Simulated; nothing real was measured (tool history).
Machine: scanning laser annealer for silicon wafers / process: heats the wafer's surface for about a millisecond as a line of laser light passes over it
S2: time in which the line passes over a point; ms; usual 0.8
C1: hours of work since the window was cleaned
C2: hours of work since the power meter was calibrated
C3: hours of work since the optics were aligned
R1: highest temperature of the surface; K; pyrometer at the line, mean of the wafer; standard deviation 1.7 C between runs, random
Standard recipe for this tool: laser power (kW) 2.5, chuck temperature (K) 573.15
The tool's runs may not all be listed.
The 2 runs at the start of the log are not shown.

{"run": 3, "day": 5.267, "laser power (kW)": 2.5, "S2": 0.8, "chuck temperature (K)": 573.15, "C1": 585, "C2": 284, "C3": 1287, "R1": 1390.15}
{"day": 7.05, "done": "optics aligned, line set to its width"}
{"run": 4, "day": 8.942, "laser power (kW)": 2.5, "S2": 0.8, "chuck temperature (K)": 573.15, "C1": 638, "C2": 337, "C3": 29, "R1": 1389.15}
{"run": 5, "day": 12.388, "laser power (kW)": 2.5, "S2": 0.8, "chuck temperature (K)": 542.15, "C1": 690, "C2": 389, "C3": 81, "R1": 1359.15}
{"run": 6, "day": 14.208, "laser power (kW)": 2.5, "S2": 0.8, "chuck temperature (K)": 542.15, "C1": 718, "C2": 417, "C3": 109, "R1": 1359.15}
{"run": 7, "day": 16.8, "laser power (kW)": 2.5, "S2": 0.8, "chuck temperature (K)": 554.15, "C1": 757, "C2": 456, "C3": 148, "R1": 1370.15}
{"day": 19.871, "done": "window over the wafer cleaned"}
{"run": 8, "day": 20.188, "laser power (kW)": 2.5, "S2": 0.8, "chuck temperature (K)": 554.15, "C1": 5, "C2": 507, "C3": 198, "R1": 1372.15}
{"run": 9, "day": 23.471, "laser power (kW)": 2.5, "S2": 0.8, "chuck temperature (K)": 554.15, "C1": 55, "C2": 557, "C3": 248, "R1": 1371.15}
{"run": 10, "day": 26.004, "laser power (kW)": 2.5, "S2": 0.8, "chuck temperature (K)": 602.15, "C1": 93, "C2": 595, "C3": 287, "R1": 1419.15}
{"run": 11, "day": 27.525, "laser power (kW)": 2.5, "S2": 0.694, "chuck temperature (K)": 573.15, "C1": 116, "C2": 618, "C3": 310, "R1": 1344.15}
{"run": 12, "day": 30.167, "laser power (kW)": 2.5, "S2": 0.694, "chuck temperature (K)": 573.15, "C1": 157, "C2": 658, "C3": 350, "R1": 1343.15}
{"run": 13, "day": 33.421, "laser power (kW)": 2.5, "S2": 0.694, "chuck temperature (K)": 573.15, "C1": 206, "C2": 708, "C3": 400, "R1": 1342.15}
{"run": 14, "day": 35.375, "laser power (kW)": 2.5, "S2": 0.694, "chuck temperature (K)": 573.15, "C1": 236, "C2": 738, "C3": 429, "R1": 1340.15}
{"run": 15, "day": 37.55, "laser power (kW)": 2.448, "S2": 0.8, "chuck temperature (K)": 573.15, "C1": 269, "C2": 771, "C3": 462, "R1": 1378.15}
{"run": 16, "day": 39.25, "laser power (kW)": 2.5, "S2": 0.8, "chuck temperature (K)": 608.15, "C1": 295, "C2": 796, "C3": 488, "R1": 1425.15}
{"run": 17, "day": 41.875, "laser power (kW)": 2.5, "S2": 0.8, "chuck temperature (K)": 608.15, "C1": 335, "C2": 836, "C3": 528, "R1": 1421.15}
{"run": 18, "day": 44.296, "laser power (kW)": 2.5, "S2": 0.8, "chuck temperature (K)": 573.15, "C1": 371, "C2": 873, "C3": 565, "R1": 1388.15}
{"run": 19, "day": 47.271, "laser power (kW)": 2.5, "S2": 0.8, "chuck temperature (K)": 573.15, "C1": 417, "C2": 918, "C3": 610, "R1": 1388.15}
{"run": 20, "day": 49.3, "laser power (kW)": 2.5, "S2": 0.561, "chuck temperature (K)": 573.15, "C1": 447, "C2": 949, "C3": 641, "R1": 1275.15}

Predict the results of run 21:
{"run": 21, "day": 52.621, "laser power (kW)": 2.655, "S2": 0.724, "chuck temperature (K)": 581.15, "C1": 498, "C2": 1000, "C3": 692, "R1": "?"}

{"run 21": {"R1": 1408.15}}
Minus the tool's unlogged condition, the same run would have read R1 1410.15 K.
